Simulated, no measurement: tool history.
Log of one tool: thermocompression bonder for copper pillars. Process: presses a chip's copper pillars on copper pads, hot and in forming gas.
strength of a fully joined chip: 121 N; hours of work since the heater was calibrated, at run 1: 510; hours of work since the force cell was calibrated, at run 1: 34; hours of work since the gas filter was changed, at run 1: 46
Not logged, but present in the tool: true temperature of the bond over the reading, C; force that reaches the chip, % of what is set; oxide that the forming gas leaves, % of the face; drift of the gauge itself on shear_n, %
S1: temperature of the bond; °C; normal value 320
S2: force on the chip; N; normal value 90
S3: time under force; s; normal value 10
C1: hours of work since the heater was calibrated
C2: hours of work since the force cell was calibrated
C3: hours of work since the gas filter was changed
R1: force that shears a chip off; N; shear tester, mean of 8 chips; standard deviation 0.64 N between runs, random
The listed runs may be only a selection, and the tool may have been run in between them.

run    day   S1   S2  S3   C1   C2   C3    R1
  1  0.000  320   90  10  510   34   46  75.8
  2  0.775  320   90  10  519   43   55  76.4
  3  1.525  320   77  10  528   52   64  70.3
  4  2.192  320   90  28  536   60   72  95.5
  5  2.988  320   90  28  545   70   82  98.3
  6  3.371  320   90  12  550   74   87  80.0
  7  3.817  337  105  11  555   80   92  91.1
  8  4.346  340   90  15  562   86   98  91.2
  9  4.854  301   76   7  568   92  104  51.7
 10  5.250  345  113   5  573   97  109  81.3
 11  5.788  291  113  12  579  103  115  73.5
 12  6.375  348  113  10  586  110  122  95.8

Subtracting, for every run, the result it would have given without the tool's unlogged condition from the measured result gives the following. The same run-to-run variation enters both numbers; the gauge's scatter may not:
run    R1
  1  +2.4
  2  +2.3
  3  +2.3
  4  +1.4
  5  +1.3
  6  +2.0
  7  +1.2
  8  +1.1
  9  +2.1
 10  +1.4
 11  +2.2
 12  +0.4
